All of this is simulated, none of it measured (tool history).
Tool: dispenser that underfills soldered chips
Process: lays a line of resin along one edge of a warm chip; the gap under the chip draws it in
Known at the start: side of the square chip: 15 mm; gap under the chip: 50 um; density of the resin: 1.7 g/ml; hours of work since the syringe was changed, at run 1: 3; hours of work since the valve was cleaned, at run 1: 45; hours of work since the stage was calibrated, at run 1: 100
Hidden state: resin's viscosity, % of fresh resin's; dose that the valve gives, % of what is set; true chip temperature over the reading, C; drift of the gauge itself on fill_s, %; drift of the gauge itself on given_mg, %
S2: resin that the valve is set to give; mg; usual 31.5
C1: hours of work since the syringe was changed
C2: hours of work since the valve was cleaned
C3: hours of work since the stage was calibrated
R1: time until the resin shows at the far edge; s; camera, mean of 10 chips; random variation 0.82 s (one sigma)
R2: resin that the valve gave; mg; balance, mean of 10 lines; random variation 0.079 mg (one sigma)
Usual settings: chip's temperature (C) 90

{"run": 1, "hour": 0.0, "chip's temperature (C)": 90, "S2": 31.5, "C1": 3, "C2": 45, "C3": 100, "R1": 91.9, "R2": 30.77}
{"run": 2, "hour": 5.0, "chip's temperature (C)": 90, "S2": 31.5, "C1": 7, "C2": 49, "C3": 104, "R1": 112.2, "R2": 30.76}
{"run": 3, "hour": 7.4, "chip's temperature (C)": 90, "S2": 31.5, "C1": 9, "C2": 50, "C3": 106, "R1": 122.9, "R2": 30.74}
{"run": 4, "hour": 10.9, "chip's temperature (C)": 90, "S2": 31.5, "C1": 12, "C2": 53, "C3": 108, "R1": 138.6, "R2": 30.58}
{"hour": 11.5, "done": "new syringe of resin"}
{"run": 5, "hour": 16.2, "chip's temperature (C)": 90, "S2": 31.5, "C1": 4, "C2": 57, "C3": 112, "R1": 89.9, "R2": 30.55}
{"run": 6, "hour": 20.3, "chip's temperature (C)": 90, "S2": 31.5, "C1": 7, "C2": 60, "C3": 115, "R1": 105.2, "R2": 30.45}
{"run": 7, "hour": 23.0, "chip's temperature (C)": 103, "S2": 36.1, "C1": 9, "C2": 62, "C3": 117, "R1": 73, "R2": 35.01}
{"hour": 27.3, "done": "new syringe of resin"}
{"run": 8, "hour": 28.2, "chip's temperature (C)": 97, "S2": 37.4, "C1": 1, "C2": 66, "C3": 121, "R1": 61.1, "R2": 36.21}
{"hour": 29.9, "done": "dispensing valve cleaned and set on the balance"}
{"run": 9, "hour": 32.0, "chip's temperature (C)": 86, "S2": 27.3, "C1": 3, "C2": 2, "C3": 123, "R1": 102.6, "R2": 27.19}
{"run": 10, "hour": 34.1, "chip's temperature (C)": 92, "S2": 36.4, "C1": 4, "C2": 3, "C3": 125, "R1": 89.4, "R2": 36.31}
{"run": 11, "hour": 38.8, "chip's temperature (C)": 103, "S2": 39, "C1": 8, "C2": 7, "C3": 128, "R1": 72.2, "R2": 38.71}
{"run": 12, "hour": 43.0, "chip's temperature (C)": 95, "S2": 28.5, "C1": 11, "C2": 10, "C3": 131, "R1": 112.9, "R2": 28.36}

Forecast each of these 3 alternatives for the next run:
{"hour": 44.4, "done": "new syringe of resin"}
{"run": "A", "hour": 46.8, "chip's temperature (C)": 93, "S2": 33.4, "C1": 2, "C2": 13, "C3": 134, "R1": "?", "R2": "?"}
{"hour": 44.4, "done": "new syringe of resin"}
{"run": "B", "hour": 46.8, "chip's temperature (C)": 89, "S2": 28.2, "C1": 2, "C2": 13, "C3": 134, "R1": "?", "R2": "?"}
{"hour": 44.4, "done": "new syringe of resin"}
{"run": "C", "hour": 46.8, "chip's temperature (C)": 95, "S2": 32.2, "C1": 2, "C2": 13, "C3": 134, "R1": "?", "R2": "?"}

run=A R1=74.8 R2=33.16
run=B R1=88.2 R2=28.05
run=C R1=70.6 R2=32.02
Without the tool's hidden state the same runs would have given:
run=A R1=68 R2=33.41
run=B R1=80.2 R2=28.26
run=C R1=64.2 R2=32.26
